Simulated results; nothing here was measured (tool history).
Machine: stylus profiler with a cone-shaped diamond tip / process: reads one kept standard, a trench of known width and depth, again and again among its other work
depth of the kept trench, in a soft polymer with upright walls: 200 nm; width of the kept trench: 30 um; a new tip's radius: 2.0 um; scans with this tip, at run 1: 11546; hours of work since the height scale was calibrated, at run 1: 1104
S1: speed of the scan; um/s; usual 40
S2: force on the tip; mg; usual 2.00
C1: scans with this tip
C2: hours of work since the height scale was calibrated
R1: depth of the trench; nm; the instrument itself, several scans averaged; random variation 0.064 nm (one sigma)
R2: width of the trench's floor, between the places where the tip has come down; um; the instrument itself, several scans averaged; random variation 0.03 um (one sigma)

run 1 hour=0.0 | S1=40 S2=2.00 | C1=11546 C2=1104 | R1=201.74 R2=27.49
run 2 hour=24.6 | S1=40 S2=2.00 | C1=11661 C2=1115 | R1=201.59 R2=27.47
run 3 hour=69.3 | S1=40 S2=2.00 | C1=11872 C2=1135 | R1=201.59 R2=27.51
run 4 hour=126.9 | S1=40 S2=2.00 | C1=12144 C2=1161 | R1=201.66 R2=27.46
run 5 hour=155.6 | S1=40 S2=2.00 | C1=12279 C2=1174 | R1=201.56 R2=27.46
run 6 hour=187.4 | S1=40 S2=2.00 | C1=12429 C2=1189 | R1=201.65 R2=27.49
run 7 hour=244.5 | S1=13 S2=2.00 | C1=12697 C2=1214 | R1=201.66 R2=27.60
run 8 hour=286.5 | S1=13 S2=2.00 | C1=12895 C2=1233 | R1=201.69 R2=27.63
run 9 hour=324.8 | S1=13 S2=2.00 | C1=13076 C2=1251 | R1=201.70 R2=27.62
run 10 hour=368.8 | S1=85 S2=2.00 | C1=13283 C2=1270 | R1=201.62 R2=27.11
run 11 hour=404.4 | S1=42 S2=2.00 | C1=13451 C2=1286 | R1=201.54 R2=27.41
run 12 hour=445.7 | S1=42 S2=2.00 | C1=13645 C2=1305 | R1=201.66 R2=27.42
run 13 hour=504.5 | S1=42 S2=2.00 | C1=13923 C2=1332 | R1=201.63 R2=27.44
run 14 hour=550.6 | S1=14 S2=2.00 | C1=14140 C2=1352 | R1=201.60 R2=27.55
run 15 hour=584.2 | S1=14 S2=2.00 | C1=14298 C2=1367 | R1=201.52 R2=27.50
run 16 hour=637.7 | S1=45 S2=2.00 | C1=14550 C2=1392 | R1=201.62 R2=27.35
run 17 hour=689.9 | S1=40 S2=5.21 | C1=14796 C2=1415 | R1=203.51 R2=27.46
run 18 hour=732.4 | S1=32 S2=2.00 | C1=14996 C2=1434 | R1=201.62 R2=27.41
run 19 hour=791.7 | S1=32 S2=2.00 | C1=15275 C2=1461 | R1=201.57 R2=27.41
run 20 hour=843.0 | S1=32 S2=2.00 | C1=15517 C2=1484 | R1=201.50 R2=27.43
run 21 hour=895.3 | S1=32 S2=2.00 | C1=15764 C2=1508 | R1=201.39 R2=27.32
run 22 hour=935.6 | S1=32 S2=2.00 | C1=15953 C2=1526 | R1=201.49 R2=27.36
run 23 hour=967.5 | S1=32 S2=2.00 | C1=16104 C2=1540 | R1=201.40 R2=27.38
-- hour=997.2 new tip fitted, height scale calibrated
run 24 hour=1001.9 | S1=45 S2=4.52 | C1=23 C2=2 | R1=203.71 R2=28.10
run 25 hour=1042.5 | S1=51 S2=0.71 | C1=214 C2=20 | R1=200.97 R2=27.74
run 26 hour=1076.0 | S1=51 S2=0.71 | C1=371 C2=35 | R1=200.96 R2=27.68
run 27 hour=1123.0 | S1=11 S2=2.61 | C1=593 C2=57 | R1=202.58 R2=28.21
run 28 hour=1147.2 | S1=25 S2=1.15 | C1=707 C2=68 | R1=201.33 R2=28.00
run 29 hour=1180.9 | S1=25 S2=1.15 | C1=866 C2=83 | R1=201.44 R2=28.02
run 30 hour=1214.7 | S1=25 S2=1.15 | C1=1025 C2=98 | R1=201.34 R2=28.01
run 31 hour=1264.8 | S1=13 S2=1.15 | C1=1261 C2=121 | R1=201.54 R2=28.06
-- hour=1268.7 height scale calibrated on a step standard
run 32 hour=1313.8 | S1=50 S2=2.65 | C1=1489 C2=20 | R1=202.45 R2=27.85
-- hour=1360.6 height scale calibrated on a step standard, once more
run 33 hour=1365.6 | S1=21 S2=0.85 | C1=1731 C2=2 | R1=201.21 R2=27.99
run 34 hour=1412.6 | S1=76 S2=2.04 | C1=1953 C2=23 | R1=202.21 R2=27.70
run 35 hour=1446.7 | S1=37 S2=5.21 | C1=2113 C2=39 | R1=204.12 R2=27.94
run 36 hour=1486.9 | S1=33 S2=1.41 | C1=2303 C2=57 | R1=201.70 R2=27.91
run 37 hour=1511.0 | S1=15 S2=1.39 | C1=2417 C2=68 | R1=201.84 R2=28.05
run 38 hour=1566.1 | S1=36 S2=3.83 | C1=2676 C2=93 | R1=203.42 R2=27.99
run 39 hour=1596.2 | S1=69 S2=1.66 | C1=2818 C2=106 | R1=201.80 R2=27.61
run 40 hour=1628.8 | S1=11 S2=2.00 | C1=2971 C2=121 | R1=202.15 R2=28.03
run 41 hour=1672.3 | S1=53 S2=4.02 | C1=3176 C2=140 | R1=203.52 R2=27.81
run 42 hour=1697.4 | S1=16 S2=1.56 | C1=3294 C2=152 | R1=201.81 R2=27.96
run 43 hour=1737.1 | S1=59 S2=1.32 | C1=3481 C2=170 | R1=201.64 R2=27.64
run 44 hour=1774.0 | S1=10 S2=2.41 | C1=3655 C2=186 | R1=202.43 R2=27.98
run 45 hour=1813.4 | S1=10 S2=2.41 | C1=3841 C2=204 | R1=202.37 R2=28.05

Consider 4 possible next runs. They are alternatives, not a sequence: every one starts from the tool as it was left by run 45. What does each give?
run A hour=1853.3 | S1=108 S2=3.00 | C1=4029 C2=222 | R1=? R2=?
run B hour=1853.3 | S1=36 S2=4.32 | C1=4029 C2=222 | R1=? R2=?
run C hour=1853.3 | S1=40 S2=0.81 | C1=4029 C2=222 | R1=? R2=?
run D hour=1853.3 | S1=20 S2=2.41 | C1=4029 C2=222 | R1=? R2=?

run=A R1=202.73 R2=27.53
run=B R1=203.69 R2=27.85
run=C R1=201.12 R2=27.66
run=D R1=202.44 R2=27.91
What these runs would have given with no unlogged condition in the tool:
run=A R1=202.84 R2=27.73
run=B R1=203.80 R2=28.05
run=C R1=201.23 R2=27.87
run=D R1=202.55 R2=28.12

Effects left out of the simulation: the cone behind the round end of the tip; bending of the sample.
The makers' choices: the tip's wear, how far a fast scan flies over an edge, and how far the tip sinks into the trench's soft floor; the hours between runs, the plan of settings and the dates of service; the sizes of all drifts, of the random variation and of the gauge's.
